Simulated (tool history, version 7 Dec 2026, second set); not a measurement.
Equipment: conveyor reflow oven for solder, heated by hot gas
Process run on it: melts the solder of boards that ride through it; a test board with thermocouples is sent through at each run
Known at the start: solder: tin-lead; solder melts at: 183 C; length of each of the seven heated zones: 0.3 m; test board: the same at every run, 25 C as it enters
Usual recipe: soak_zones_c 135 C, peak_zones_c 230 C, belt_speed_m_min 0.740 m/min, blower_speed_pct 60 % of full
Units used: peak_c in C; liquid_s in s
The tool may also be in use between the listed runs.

{"run": 1, "hour": 0.0, "soak_zones_c": 135, "peak_zones_c": 230, "belt_speed_m_min": 0.74, "blower_speed_pct": 60, "peak_c": 212.8, "liquid_s": 34.2}
{"hour": 44.6, "done": "flux residue cleaned out of gas plates and filters"}
{"run": 2, "hour": 65.5, "soak_zones_c": 131, "peak_zones_c": 230, "belt_speed_m_min": 0.74, "blower_speed_pct": 60, "peak_c": 213.5, "liquid_s": 34.1}
{"run": 3, "hour": 111.2, "soak_zones_c": 131, "peak_zones_c": 230, "belt_speed_m_min": 0.74, "blower_speed_pct": 65, "peak_c": 214.1, "liquid_s": 34.7}
{"run": 4, "hour": 183.4, "soak_zones_c": 135, "peak_zones_c": 230, "belt_speed_m_min": 0.782, "blower_speed_pct": 60, "peak_c": 212.2, "liquid_s": 31.9}
{"run": 5, "hour": 237.3, "soak_zones_c": 135, "peak_zones_c": 235, "belt_speed_m_min": 0.782, "blower_speed_pct": 60, "peak_c": 216.0, "liquid_s": 33.9}
{"run": 6, "hour": 327.6, "soak_zones_c": 135, "peak_zones_c": 233, "belt_speed_m_min": 0.782, "blower_speed_pct": 60, "peak_c": 213.4, "liquid_s": 32.7}
{"run": 7, "hour": 384.4, "soak_zones_c": 135, "peak_zones_c": 230, "belt_speed_m_min": 0.848, "blower_speed_pct": 60, "peak_c": 207.7, "liquid_s": 26.7}
{"run": 8, "hour": 434.8, "soak_zones_c": 135, "peak_zones_c": 230, "belt_speed_m_min": 0.882, "blower_speed_pct": 60, "peak_c": 206.0, "liquid_s": 24.5}
{"hour": 512.5, "done": "flux residue cleaned out of gas plates and filters"}
{"run": 9, "hour": 522.3, "soak_zones_c": 135, "peak_zones_c": 230, "belt_speed_m_min": 0.882, "blower_speed_pct": 60, "peak_c": 207.9, "liquid_s": 26.1}
{"run": 10, "hour": 581.9, "soak_zones_c": 135, "peak_zones_c": 230, "belt_speed_m_min": 0.882, "blower_speed_pct": 60, "peak_c": 207.8, "liquid_s": 25.9}
{"run": 11, "hour": 630.4, "soak_zones_c": 135, "peak_zones_c": 230, "belt_speed_m_min": 0.882, "blower_speed_pct": 60, "peak_c": 207.4, "liquid_s": 25.6}
{"run": 12, "hour": 709.8, "soak_zones_c": 135, "peak_zones_c": 230, "belt_speed_m_min": 0.882, "blower_speed_pct": 60, "peak_c": 206.8, "liquid_s": 25.0}
{"run": 13, "hour": 795.3, "soak_zones_c": 135, "peak_zones_c": 230, "belt_speed_m_min": 0.882, "blower_speed_pct": 60, "peak_c": 206.2, "liquid_s": 24.9}
{"hour": 866.2, "done": "belt drive overhauled, speed set with a stopwatch"}
{"run": 14, "hour": 893.8, "soak_zones_c": 135, "peak_zones_c": 230, "belt_speed_m_min": 0.882, "blower_speed_pct": 60, "peak_c": 203.9, "liquid_s": 22.1}
{"run": 15, "hour": 943.3, "soak_zones_c": 135, "peak_zones_c": 230, "belt_speed_m_min": 0.882, "blower_speed_pct": 60, "peak_c": 203.6, "liquid_s": 21.7}
{"hour": 986.4, "done": "flux residue cleaned out of gas plates and filters"}
{"run": 16, "hour": 1014.9, "soak_zones_c": 135, "peak_zones_c": 230, "belt_speed_m_min": 0.882, "blower_speed_pct": 60, "peak_c": 205.8, "liquid_s": 23.6}
{"run": 17, "hour": 1109.7, "soak_zones_c": 139, "peak_zones_c": 218, "belt_speed_m_min": 0.706, "blower_speed_pct": 78, "peak_c": 205.1, "liquid_s": 32.5}
{"run": 18, "hour": 1188.3, "soak_zones_c": 123, "peak_zones_c": 230, "belt_speed_m_min": 0.74, "blower_speed_pct": 80, "peak_c": 212.0, "liquid_s": 31.3}
{"run": 19, "hour": 1275.0, "soak_zones_c": 144, "peak_zones_c": 230, "belt_speed_m_min": 0.74, "blower_speed_pct": 60, "peak_c": 212.0, "liquid_s": 35.4}
{"hour": 1327.2, "done": "thermocouples of zones 6 and 7 changed"}
{"run": 20, "hour": 1329.3, "soak_zones_c": 121, "peak_zones_c": 226, "belt_speed_m_min": 0.74, "blower_speed_pct": 67, "peak_c": 208.3, "liquid_s": 28.1}
{"run": 21, "hour": 1389.9, "soak_zones_c": 121, "peak_zones_c": 226, "belt_speed_m_min": 0.74, "blower_speed_pct": 67, "peak_c": 207.5, "liquid_s": 27.9}
{"run": 22, "hour": 1436.6, "soak_zones_c": 121, "peak_zones_c": 226, "belt_speed_m_min": 0.74, "blower_speed_pct": 67, "peak_c": 207.0, "liquid_s": 27.7}
{"hour": 1461.5, "done": "flux residue cleaned out of gas plates and filters"}
{"run": 23, "hour": 1510.0, "soak_zones_c": 121, "peak_zones_c": 226, "belt_speed_m_min": 0.887, "blower_speed_pct": 76, "peak_c": 204.5, "liquid_s": 21.2}
{"run": 24, "hour": 1557.9, "soak_zones_c": 135, "peak_zones_c": 230, "belt_speed_m_min": 0.799, "blower_speed_pct": 64, "peak_c": 211.8, "liquid_s": 30.7}
{"run": 25, "hour": 1616.6, "soak_zones_c": 135, "peak_zones_c": 222, "belt_speed_m_min": 0.799, "blower_speed_pct": 64, "peak_c": 204.5, "liquid_s": 26.4}
{"run": 26, "hour": 1657.9, "soak_zones_c": 135, "peak_zones_c": 222, "belt_speed_m_min": 0.799, "blower_speed_pct": 64, "peak_c": 204.4, "liquid_s": 26.2}
{"run": 27, "hour": 1708.3, "soak_zones_c": 141, "peak_zones_c": 230, "belt_speed_m_min": 0.794, "blower_speed_pct": 60, "peak_c": 211.4, "liquid_s": 31.8}
{"run": 28, "hour": 1781.1, "soak_zones_c": 135, "peak_zones_c": 230, "belt_speed_m_min": 0.59, "blower_speed_pct": 66, "peak_c": 219.3, "liquid_s": 48.2}
{"run": 29, "hour": 1850.4, "soak_zones_c": 140, "peak_zones_c": 230, "belt_speed_m_min": 0.74, "blower_speed_pct": 56, "peak_c": 212.0, "liquid_s": 34.5}
{"run": 30, "hour": 1903.5, "soak_zones_c": 125, "peak_zones_c": 229, "belt_speed_m_min": 0.848, "blower_speed_pct": 61, "peak_c": 203.7, "liquid_s": 21.8}

Some steps in peak_c between neighbouring runs. How much of each would the tool show without its hidden state too (settings, what came in, random variation), and how much is left for the hidden state, with any gauge scatter that isn't in both results?
Hidden conditions of the tool in this case: heat that the gas passes to the board, % of a clean oven's; belt's true speed, % of the reading; true gas temperature in zones 6 and 7 over the reading, C; drift of the gauge itself on peak_c, C; drift of the gauge itself on liquid_s, %.
Run 13 -> 14: belt drive overhauled, speed set with a stopwatch. peak_c -2.3 C: hidden state -2.4, all else +0.1.
Run 15 -> 16: flux residue cleaned out of gas plates and filters. peak_c +2.2 C: hidden state +2.3, all else -0.1.
Run 19 -> 20: soak_zones_c 144 -> 121, peak_zones_c 230 -> 226, blower_speed_pct 60 -> 67, thermocouples of zones 6 and 7 changed. peak_c -3.7 C: hidden state +2.2, all else -5.9.
Run 23 -> 24: soak_zones_c 121 -> 135, peak_zones_c 226 -> 230, belt_speed_m_min 0.887 -> 0.799, blower_speed_pct 76 -> 64. peak_c +7.3 C: hidden state -0.4, all else +7.7.
Run 27 -> 28: soak_zones_c 141 -> 135, belt_speed_m_min 0.794 -> 0.590, blower_speed_pct 60 -> 66. peak_c +7.9 C: hidden state -0.2, all else +8.1.
Run 29 -> 30: soak_zones_c 140 -> 125, peak_zones_c 230 -> 229, belt_speed_m_min 0.740 -> 0.848, blower_speed_pct 56 -> 61. peak_c -8.3 C: hidden state -0.7, all else -7.6.
